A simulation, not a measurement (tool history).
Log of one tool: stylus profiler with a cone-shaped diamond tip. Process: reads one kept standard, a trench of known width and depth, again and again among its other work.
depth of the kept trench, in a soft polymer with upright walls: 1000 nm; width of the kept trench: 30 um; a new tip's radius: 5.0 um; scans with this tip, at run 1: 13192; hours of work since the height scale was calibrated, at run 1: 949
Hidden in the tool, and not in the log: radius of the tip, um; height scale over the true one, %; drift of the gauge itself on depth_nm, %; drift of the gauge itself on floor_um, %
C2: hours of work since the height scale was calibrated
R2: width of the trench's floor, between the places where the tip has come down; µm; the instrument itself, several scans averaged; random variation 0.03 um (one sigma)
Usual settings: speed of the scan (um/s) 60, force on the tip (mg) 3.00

Run 1, day 0.000: usual settings; scans with this tip 13192; C2 949. Result: depth of the trench (Å) 10051.3, R2 22.93 µm.
Run 2, day 2.117: usual settings; scans with this tip 13532; C2 974. Result: depth of the trench (Å) 10052.9, R2 23.01 µm.
At day 4.188: height scale calibrated on a step standard.
Run 3, day 4.833: usual settings; scans with this tip 13965; C2 7. Result: depth of the trench (Å) 10068.6, R2 22.92 µm.
Run 4, day 6.696: usual settings but force on the tip (mg) 1.18; scans with this tip 14265; C2 29. Result: depth of the trench (Å) 10031.6, R2 22.76 µm.
Run 5, day 10.754: usual settings but force on the tip (mg) 1.18; scans with this tip 14918; C2 76. Result: depth of the trench (Å) 10029.4, R2 22.69 µm.
Run 6, day 13.725: usual settings but force on the tip (mg) 1.18; scans with this tip 15396; C2 110. Result: depth of the trench (Å) 10030.5, R2 22.70 µm.
Run 7, day 15.983: usual settings but force on the tip (mg) 1.93; scans with this tip 15759; C2 137. Result: depth of the trench (Å) 10046.1, R2 22.72 µm.
Run 8, day 18.233: usual settings but force on the tip (mg) 6.84; scans with this tip 16121; C2 163. Result: depth of the trench (Å) 10119.6, R2 22.93 µm.
Run 9, day 20.392: usual settings but force on the tip (mg) 6.84; scans with this tip 16468; C2 188. Result: depth of the trench (Å) 10117.8, R2 22.91 µm.
Run 10, day 23.475: usual settings but force on the tip (mg) 6.84; scans with this tip 16964; C2 223. Result: depth of the trench (Å) 10117.2, R2 22.92 µm.
Run 11, day 26.738: usual settings; scans with this tip 17489; C2 261. Result: depth of the trench (Å) 10061.8, R2 22.76 µm.
Run 12, day 30.083: usual settings; scans with this tip 18027; C2 300. Result: depth of the trench (Å) 10061.6, R2 22.69 µm.
Run 13, day 34.021: usual settings but speed of the scan (um/s) 101; scans with this tip 18660; C2 345. Result: depth of the trench (Å) 10059.9, R2 22.49 µm.
Run 14, day 35.850: usual settings but speed of the scan (um/s) 101; scans with this tip 18955; C2 367. Result: depth of the trench (Å) 10059.8, R2 22.47 µm.
Run 15, day 38.908: usual settings but speed of the scan (um/s) 101; scans with this tip 19446; C2 402. Result: depth of the trench (Å) 10056.6, R2 22.42 µm.
Run 16, day 41.650: usual settings but speed of the scan (um/s) 42, force on the tip (mg) 2.57; scans with this tip 19887; C2 434. Result: depth of the trench (Å) 10049.9, R2 22.71 µm.
Run 17, day 45.729: usual settings but speed of the scan (um/s) 17, force on the tip (mg) 1.01; scans with this tip 20543; C2 481. Result: depth of the trench (Å) 10017.8, R2 22.72 µm.
Run 18, day 48.267: usual settings but speed of the scan (um/s) 210, force on the tip (mg) 3.25; scans with this tip 20952; C2 510. Result: depth of the trench (Å) 10059.4, R2 21.89 µm.
Run 19, day 51.650: usual settings but speed of the scan (um/s) 28, force on the tip (mg) 3.41; scans with this tip 21496; C2 549. Result: depth of the trench (Å) 10061.8, R2 22.63 µm.
Run 20, day 55.754: usual settings but speed of the scan (um/s) 89, force on the tip (mg) 1.62; scans with this tip 22156; C2 597. Result: depth of the trench (Å) 10026.9, R2 22.21 µm.
Run 21, day 59.700: usual settings but speed of the scan (um/s) 36, force on the tip (mg) 1.21; scans with this tip 22791; C2 643. Result: depth of the trench (Å) 10019.0, R2 22.41 µm.
Run 22, day 62.575: usual settings but force on the tip (mg) 5.22; scans with this tip 23253; C2 676. Result: depth of the trench (Å) 10083.2, R2 22.51 µm.
Run 23, day 64.742: usual settings but speed of the scan (um/s) 82, force on the tip (mg) 7.83; scans with this tip 23602; C2 701. Result: depth of the trench (Å) 10116.6, R2 22.42 µm.
Run 24, day 68.592: usual settings but speed of the scan (um/s) 82, force on the tip (mg) 7.83; scans with this tip 24221; C2 745. Result: depth of the trench (Å) 10116.2, R2 22.43 µm.
Run 25, day 70.462: usual settings but speed of the scan (um/s) 82, force on the tip (mg) 2.36; scans with this tip 24522; C2 767. Result: depth of the trench (Å) 10037.3, R2 22.22 µm.
Run 26, day 74.279: usual settings but speed of the scan (um/s) 82, force on the tip (mg) 2.36; scans with this tip 25136; C2 811. Result: depth of the trench (Å) 10037.1, R2 22.17 µm.
Run 27, day 76.425: usual settings but speed of the scan (um/s) 210, force on the tip (mg) 1.30; scans with this tip 25481; C2 836. Result: depth of the trench (Å) 10015.6, R2 21.17 µm.

Forecast each of these 4 alternatives for the next run:
Run A, day 79.988: usual settings but speed of the scan (um/s) 31, force on the tip (mg) 2.01; scans with this tip 26054; C2 877. Result: depth of the trench (Å) ?, R2 ?.
Run B, day 79.988: usual settings but speed of the scan (um/s) 98; scans with this tip 26054; C2 877. Result: depth of the trench (Å) ?, R2 ?.
Run C, day 79.988: usual settings but force on the tip (mg) 2.14; scans with this tip 26054; C2 877. Result: depth of the trench (Å) ?, R2 ?.
Run D, day 79.988: usual settings but speed of the scan (um/s) 165, force on the tip (mg) 3.71; scans with this tip 26054; C2 877. Result: depth of the trench (Å) ?, R2 ?.

run  depth of the trench (Å)     R2
  A                  10029.3  22.35
  B                  10047.0  22.14
  C                  10032.1  22.25
  D                  10055.3  21.86
Without the tool's hidden state the same runs would have given:
run  depth of the trench (Å)     R2
  A                  10057.4  23.81
  B                  10075.1  23.59
  C                  10060.2  23.70
  D                  10083.4  23.32

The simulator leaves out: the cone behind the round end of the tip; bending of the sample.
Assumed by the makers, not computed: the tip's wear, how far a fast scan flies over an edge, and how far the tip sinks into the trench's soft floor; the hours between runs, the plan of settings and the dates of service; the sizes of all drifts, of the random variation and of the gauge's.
